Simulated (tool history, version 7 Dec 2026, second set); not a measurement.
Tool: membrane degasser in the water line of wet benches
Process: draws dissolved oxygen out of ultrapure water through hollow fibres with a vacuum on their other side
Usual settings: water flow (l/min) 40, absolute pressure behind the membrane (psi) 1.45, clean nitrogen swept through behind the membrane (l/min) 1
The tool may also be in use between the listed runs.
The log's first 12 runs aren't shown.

run     day  water flow (l/min)  absolute pressure behind the membrane (psi)  clean nitrogen swept through behind the membrane (l/min)  hours since the membrane was changed  hours since the vacuum gauge was calibrated  hours since the vacuum lines were made tight  dissolved oxygen in the water behind the degasser (ppb)  pressure that the water loses in the fibres (psi)
 13  26.062                  40                                         1.45                                                         1                                  2177                                          227                                         11091                                                    703.6                                              7.935
 14  28.146                  40                                         1.45                                                         1                                  2227                                          277                                         11141                                                    709.6                                              7.923
 15  30.329                  40                                         1.45                                                      1.19                                  2280                                          330                                         11194                                                    637.9                                               7.96
 16  31.908                  40                                         1.45                                                      1.19                                  2317                                          367                                         11231                                                    631.6                                              7.952
 17  33.679                  40                                         1.04                                                      0.55                                  2360                                          410                                         11274                                                    669.4                                              7.963
     33.921  -- vacuum gauge calibrated, once more
 18  35.954                  27                                         1.45                                                         1                                  2414                                           49                                         11328                                                    480.9                                              5.401
 19  37.604                  59                                         2.15                                                      0.57                                  2454                                           88                                         11368                                                   1796.3                                             11.794
 20  40.092                  59                                         2.41                                                      0.57                                  2513                                          148                                         11427                                                   2012.9                                             11.803
 21  43.104                  61                                         1.94                                                      0.47                                  2586                                          220                                         11500                                                     1830                                             12.176
 22  45.308                  61                                         1.94                                                      0.47                                  2639                                          273                                         11553                                                   1846.8                                             12.128
 23  48.062                  27                                         1.35                                                      0.55                                  2705                                          339                                         11619                                                    629.2                                              5.381
 24      50                  35                                          3.6                                                      1.17                                  2751                                          386                                         11665                                                   1325.5                                              6.934
 25  51.296                  35                                         1.62                                                      0.76                                  2782                                          417                                         11696                                                    819.4                                              6.997
 26  53.783                  35                                         1.62                                                      0.76                                  2842                                          477                                         11756                                                    823.5                                              6.936
 27  56.354                  35                                         1.62                                                      0.76                                  2904                                          538                                         11818                                                    817.4                                              6.982
 28  58.921                  35                                         1.62                                                      0.76                                  2965                                          600                                         11879                                                    806.2                                              6.988
 29  60.175                  58                                         1.45                                                         1                                  2995                                          630                                         11909                                                    981.6                                             11.594
 30  62.154                  40                                          1.7                                                         1                                  3043                                          678                                         11957                                                    805.1                                              7.994
 31  64.442                  48                                         1.25                                                      2.31                                  3098                                          733                                         12012                                                    487.3                                              9.542

Forecast run 32:
 32  66.7                  48                                         1.25                                                      2.31                                  3152                                          787                                         12066                                                        ?                                                  ?

Run 32 gave dissolved oxygen in the water behind the degasser (ppb) 498.8, pressure that the water loses in the fibres (psi) 9.638.
Without the tool's hidden state the same run would have given dissolved oxygen in the water behind the degasser (ppb) 488.3, pressure that the water loses in the fibres (psi) 9.539.

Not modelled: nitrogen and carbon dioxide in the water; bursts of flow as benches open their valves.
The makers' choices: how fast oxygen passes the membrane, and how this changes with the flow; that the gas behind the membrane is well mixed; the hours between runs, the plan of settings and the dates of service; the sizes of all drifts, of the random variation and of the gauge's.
